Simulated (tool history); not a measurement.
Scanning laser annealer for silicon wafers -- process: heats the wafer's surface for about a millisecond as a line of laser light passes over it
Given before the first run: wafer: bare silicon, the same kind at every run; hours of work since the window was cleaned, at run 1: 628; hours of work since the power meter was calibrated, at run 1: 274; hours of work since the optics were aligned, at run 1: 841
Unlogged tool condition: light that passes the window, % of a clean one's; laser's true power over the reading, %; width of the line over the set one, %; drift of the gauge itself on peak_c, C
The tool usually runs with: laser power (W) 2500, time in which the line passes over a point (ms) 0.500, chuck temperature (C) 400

run   hour  laser power (W)  time in which the line passes over a point (ms)  chuck temperature (C)  hours of work since the window was cleaned  hours of work since the power meter was calibrated  hours of work since the optics were aligned  highest temperature of the surface (C)
  1    0.0             2500                                            0.500                    400                                         628                                                 274                                          841                                    1159
  2   10.2             2500                                            0.500                    400                                         634                                                 280                                          846                                    1165
  3   26.6             2500                                            0.500                    400                                         642                                                 289                                          855                                    1165
  4   40.1             2500                                            0.500                    400                                         650                                                 296                                          862                                    1164
  5   52.6             2731                                            0.500                    400                                         656                                                 302                                          869                                    1245
  6   62.9             2636                                            0.500                    400                                         662                                                 308                                          874                                    1211
  7   71.0             2629                                            0.420                    400                                         666                                                 312                                          879                                    1136
  8   88.7             2719                                            0.420                    400                                         676                                                 322                                          888                                    1165
  9  103.0             2696                                            0.500                    371                                         683                                                 329                                          896                                    1202
 10  120.3             2500                                            0.533                    391                                         693                                                 339                                          905                                    1178
 11  136.9             2500                                            0.533                    391                                         702                                                 348                                          914                                    1178
 12  145.9             2500                                            0.533                    391                                         706                                                 352                                          919                                    1176

Predict each of these 4 candidate next runs independently; none follows another, all start after run 12:
  A  165.4             2531                                            0.434                    374                                         717                                                 363                                          929                                       ?
  B  165.4             2415                                            0.549                    382                                         717                                                 363                                          929                                       ?
  C  165.4             2393                                            0.432                    429                                         717                                                 363                                          929                                       ?
  D  165.4             2456                                            0.533                    391                                         717                                                 363                                          929                                       ?

run  highest temperature of the surface (C)
  A                                    1088
  B                                    1146
  C                                    1093
  D                                    1161
Take away the tool's hidden state, keep each run's random variation, and the runs would have read:
run  highest temperature of the surface (C)
  A                                    1126
  B                                    1187
  C                                    1129
  D                                    1202
